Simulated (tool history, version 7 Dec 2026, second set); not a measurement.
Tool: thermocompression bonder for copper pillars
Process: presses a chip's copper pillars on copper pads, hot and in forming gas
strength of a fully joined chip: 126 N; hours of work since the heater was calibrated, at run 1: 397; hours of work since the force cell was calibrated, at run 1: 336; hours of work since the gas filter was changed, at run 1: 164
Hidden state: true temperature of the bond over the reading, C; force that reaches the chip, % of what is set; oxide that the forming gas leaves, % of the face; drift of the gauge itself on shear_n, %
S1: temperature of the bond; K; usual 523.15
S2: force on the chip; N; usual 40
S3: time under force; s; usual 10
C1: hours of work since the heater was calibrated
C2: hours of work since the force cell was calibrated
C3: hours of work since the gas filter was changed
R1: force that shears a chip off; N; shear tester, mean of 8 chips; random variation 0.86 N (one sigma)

run   hour      S1  S2  S3   C1   C2   C3    R1
  1    0.0  523.15  40  10  397  336  164  74.8
  2    8.0  523.15  40  10  403  342  170  76.4
  3   23.2  523.15  40  10  415  354  182  77.3
  4   32.2  523.15  40  10  422  361  189  77.3
  5   40.8  523.15  40  10  429  367  196  74.9
  6   50.6  523.15  40  10  436  375  203  75.4
  7   59.3  523.15  40  10  443  382  210  77.2
      63.6  -- forming gas filter changed
  8   71.0  523.15  40  10  451  390    6  77.8
  9   77.4  523.15  40  10  456  395   11  76.4
 10   86.3  523.15  40  10  463  402   17  78.0
 11  101.5  523.15  40  10  475  413   29  77.5
 12  112.2  523.15  40  10  483  422   37  77.6
 13  122.5  523.15  40  10  491  430   45  78.8
 14  131.5  523.15  40  10  498  436   52  77.3
 15  143.1  523.15  35  10  507  445   61  69.2
 16  157.2  523.15  35  10  517  456   72  67.9
 17  163.9  523.15  35  10  523  461   77  69.8
 18  172.9  523.15  35  10  529  468   84  71.1
 19  180.6  541.15  48   7  535  474   90  99.0

Run 20 comes next. What will it give?
     183.0  -- force cell calibrated
 20  196.6  498.15  53  20  547  10  101   ?

{"run 20": {"R1": 85.8}}
Without the tool's hidden state the same run would have given R1 76.1 N.
